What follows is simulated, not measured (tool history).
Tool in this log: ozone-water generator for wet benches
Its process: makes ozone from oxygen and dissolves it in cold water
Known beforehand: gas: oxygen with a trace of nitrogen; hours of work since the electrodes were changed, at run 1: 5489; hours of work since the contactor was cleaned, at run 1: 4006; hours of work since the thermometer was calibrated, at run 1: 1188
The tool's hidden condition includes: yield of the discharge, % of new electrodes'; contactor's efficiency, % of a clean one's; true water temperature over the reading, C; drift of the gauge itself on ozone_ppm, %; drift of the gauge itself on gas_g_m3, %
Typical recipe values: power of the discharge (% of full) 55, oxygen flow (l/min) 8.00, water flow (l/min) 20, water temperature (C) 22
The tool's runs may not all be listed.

run,hour,power of the discharge (% of full),oxygen flow (l/min),water flow (l/min),water temperature (C),hours of work since the electrodes were changed,hours of work since the contactor was cleaned,hours of work since the thermometer was calibrated,dissolved ozone (ppm),ozone in the gas ahead of the water (g/m3)
1,0.0,55,8.00,20,22,5489,4006,1188,17.7,150.5
2,111.3,55,8.00,20,22,5591,4108,1290,17.8,149.7
# hour 194.7: contactor cleaned
3,284.9,55,8.00,20,22,5747,83,1446,17.0,149.8
4,466.0,55,8.00,20,22,5913,249,1612,17.0,147.9
5,626.9,55,8.00,26,22,6061,396,1759,13.6,146.3
6,717.9,66,8.00,26,22,6144,480,1843,15.0,161.3
# hour 763.7: contactor cleaned, once more
7,879.3,66,8.00,26,22,6288,106,1987,15.9,160.3
8,1016.3,55,8.00,20,17,6414,232,2112,18.8,143.5
9,1141.5,55,8.00,20,24,6529,346,2227,16.4,143.9
10,1317.4,93,13.46,17,18,6690,508,2389,26.0,152.0
11,1495.5,53,14.23,20,18,6853,671,2552,17.1,108.3
12,1672.1,56,9.34,31,19,7015,833,2714,12.9,130.3
# hour 1702.4: electrodes of the discharge changed
# hour 1765.0: water thermometer calibrated
13,1852.9,83,9.34,31,18,138,993,81,23.7,238.5
14,2010.4,83,9.34,31,18,282,1137,225,23.3,234.6
15,2172.0,58,8.00,23,19,430,1285,373,21.9,189.1
16,2257.2,55,8.00,22,22,508,1363,451,20.7,183.7
17,2413.1,93,8.00,14,22,651,1506,594,39.8,269.5

Here are 5 independent what-if runs from the current tool condition. What would each one return?
A,2497.2,42,7.96,14,17,728,1583,671,?,?
B,2497.2,54,9.14,20,22,728,1583,671,?,?
C,2497.2,55,8.00,20,22,728,1583,671,?,?
D,2497.2,99,8.00,30,15,728,1583,671,?,?
E,2497.2,93,8.00,24,22,728,1583,671,?,?

run,dissolved ozone (ppm),ozone in the gas ahead of the water (g/m3)
A,24.0,149.8
B,21.4,170.2
C,21.7,181.4
D,27.6,278.6
E,28.2,267.5
Without the tool's hidden state the same runs would have given:
run,dissolved ozone (ppm),ozone in the gas ahead of the water (g/m3)
A,24.8,152.8
B,22.3,174.6
C,22.6,186.3
D,29.2,290.1
E,29.8,278.2

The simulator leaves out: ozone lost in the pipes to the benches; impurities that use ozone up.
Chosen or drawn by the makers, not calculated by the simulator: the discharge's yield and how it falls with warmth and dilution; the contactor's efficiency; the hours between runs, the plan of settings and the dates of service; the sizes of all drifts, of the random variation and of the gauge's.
